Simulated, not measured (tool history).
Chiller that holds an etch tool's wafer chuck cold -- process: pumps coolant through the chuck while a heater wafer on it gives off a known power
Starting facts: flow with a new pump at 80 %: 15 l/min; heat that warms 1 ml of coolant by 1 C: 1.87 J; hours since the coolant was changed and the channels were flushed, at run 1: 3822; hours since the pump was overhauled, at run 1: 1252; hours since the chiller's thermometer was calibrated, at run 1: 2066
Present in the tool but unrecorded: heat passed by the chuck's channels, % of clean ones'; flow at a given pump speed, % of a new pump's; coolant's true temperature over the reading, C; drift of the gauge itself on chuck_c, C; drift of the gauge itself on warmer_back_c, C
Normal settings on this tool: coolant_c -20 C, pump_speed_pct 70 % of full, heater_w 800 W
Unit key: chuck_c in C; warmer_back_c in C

run,hour,coolant_c,pump_speed_pct,heater_w,hours since the coolant was changed and the channels were flushed,hours since the pump was overhauled,hours since the chiller's thermometer was calibrated,chuck_c,warmer_back_c
1,0.0,-20,70,800,3822,1252,2066,-12.5,1.94
2,79.4,-20,70,800,3901,1332,2145,-12.8,1.99
3,134.7,-20,70,800,3957,1387,2200,-12.7,1.97
4,209.3,-20,70,800,4031,1462,2275,-12.5,2.02
5,261.2,-20,70,1161,4083,1514,2327,-9.1,2.82
6,306.3,-20,70,1161,4128,1559,2372,-9.2,2.84
7,373.9,-20,70,1161,4196,1626,2440,-9.5,2.86
8,416.3,-20,66,800,4238,1669,2482,-12.4,2.04
9,451.7,-20,100,800,4274,1704,2517,-14.0,1.29
10,523.6,-18,100,447,4346,1776,2589,-14.7,0.68
# hour 562.7: chiller's thermometer calibrated
11,610.3,-20,70,513,4431,1862,48,-15.2,1.25
12,654.9,-20,87,513,4476,1906,92,-15.8,0.91

Estimate the outcome of run 13 from the log above:
13,704.7,-20,87,513,4526,1956,142,?,?

Logged for run 13: chuck_c -15.8 C, warmer_back_c 0.90 C.
If the tool had no hidden condition, the same run with the same run-to-run variation would have returned chuck_c -15.8 C, warmer_back_c 0.97 C.
